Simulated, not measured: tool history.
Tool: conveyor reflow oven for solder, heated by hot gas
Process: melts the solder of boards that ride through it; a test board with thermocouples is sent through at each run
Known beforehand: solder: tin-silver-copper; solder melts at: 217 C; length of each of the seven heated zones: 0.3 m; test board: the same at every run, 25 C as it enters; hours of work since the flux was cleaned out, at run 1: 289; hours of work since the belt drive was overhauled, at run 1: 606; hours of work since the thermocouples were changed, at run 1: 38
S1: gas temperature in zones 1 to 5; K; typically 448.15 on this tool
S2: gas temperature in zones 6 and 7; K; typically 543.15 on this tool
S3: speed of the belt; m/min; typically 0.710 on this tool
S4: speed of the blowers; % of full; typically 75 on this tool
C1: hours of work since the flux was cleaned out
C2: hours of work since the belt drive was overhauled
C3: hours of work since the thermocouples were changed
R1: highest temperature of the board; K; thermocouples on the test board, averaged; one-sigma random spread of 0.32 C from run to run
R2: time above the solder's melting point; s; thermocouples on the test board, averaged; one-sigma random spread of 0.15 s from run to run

| run | hour | S1 | S2 | S3 | S4 | C1 | C2 | C3 | R1 | R2 |
|---|---|---|---|---|---|---|---|---|---|---|
| 1 | 0.0 | 448.15 | 543.15 | 0.710 | 75 | 289 | 606 | 38 | 527.85 | 39.2 |
| 2 | 48.2 | 448.15 | 534.15 | 0.710 | 75 | 314 | 631 | 63 | 519.85 | 35.7 |
| 3 | 83.4 | 448.15 | 534.15 | 0.710 | 75 | 332 | 649 | 81 | 519.45 | 35.5 |
| 4 | 104.3 | 448.15 | 534.15 | 0.710 | 75 | 343 | 660 | 92 | 519.45 | 35.2 |
| 5 | 141.3 | 448.15 | 543.15 | 0.710 | 75 | 362 | 679 | 112 | 527.45 | 39.1 |
|  | 169.3 | flux residue cleaned out of gas plates and filters |
| 6 | 174.8 | 448.15 | 543.15 | 0.819 | 75 | 3 | 694 | 126 | 522.85 | 31.7 |
| 7 | 201.5 | 448.15 | 531.15 | 0.710 | 75 | 17 | 708 | 140 | 517.65 | 34.2 |
| 8 | 243.0 | 448.15 | 531.15 | 0.710 | 75 | 39 | 730 | 162 | 516.85 | 33.9 |
| 9 | 281.8 | 448.15 | 543.15 | 0.689 | 75 | 59 | 750 | 182 | 528.45 | 41.3 |
| 10 | 331.3 | 437.15 | 552.15 | 0.710 | 75 | 85 | 776 | 208 | 534.15 | 39.6 |
| 11 | 379.4 | 460.15 | 552.15 | 0.710 | 75 | 110 | 801 | 233 | 538.05 | 46.3 |
| 12 | 416.7 | 448.15 | 543.15 | 0.638 | 84 | 129 | 821 | 253 | 532.35 | 46.4 |
| 13 | 438.7 | 448.15 | 544.15 | 0.834 | 75 | 141 | 832 | 264 | 522.55 | 30.6 |
| 14 | 460.5 | 442.15 | 547.15 | 0.684 | 56 | 152 | 844 | 276 | 528.45 | 39.2 |
| 15 | 490.3 | 461.15 | 536.15 | 0.573 | 76 | 168 | 859 | 291 | 528.55 | 55.3 |
| 16 | 528.3 | 453.15 | 536.15 | 0.573 | 74 | 188 | 879 | 311 | 527.15 | 51.6 |
| 17 | 576.9 | 445.15 | 548.15 | 0.687 | 54 | 213 | 904 | 337 | 528.45 | 40.3 |
| 18 | 618.0 | 451.15 | 541.15 | 0.687 | 69 | 234 | 926 | 358 | 526.75 | 40.9 |

5 ways to go on from here, each from the tool as it stands after run 18. What would each give?
| A | 653.3 | 448.15 | 535.15 | 0.710 | 58 | 253 | 944 | 376 | ? | ? |
| B | 653.3 | 451.15 | 538.15 | 0.687 | 69 | 253 | 944 | 376 | ? | ? |
| C | 653.3 | 447.15 | 545.15 | 0.730 | 75 | 253 | 944 | 376 | ? | ? |
| D | 653.3 | 443.15 | 549.15 | 0.687 | 69 | 253 | 944 | 376 | ? | ? |
| E | 653.3 | 459.15 | 543.15 | 0.611 | 75 | 253 | 944 | 376 | ? | ? |

| run | R1 | R2 |
|---|---|---|
| A | 518.05 | 33.6 |
| B | 524.35 | 39.8 |
| C | 528.35 | 38.1 |
| D | 532.65 | 41.5 |
| E | 533.55 | 52.0 |
Without the tool's hidden state the same runs would have given:
| run | R1 | R2 |
|---|---|---|
| A | 518.15 | 33.7 |
| B | 524.45 | 39.8 |
| C | 528.45 | 38.1 |
| D | 532.75 | 41.6 |
| E | 533.65 | 52.0 |
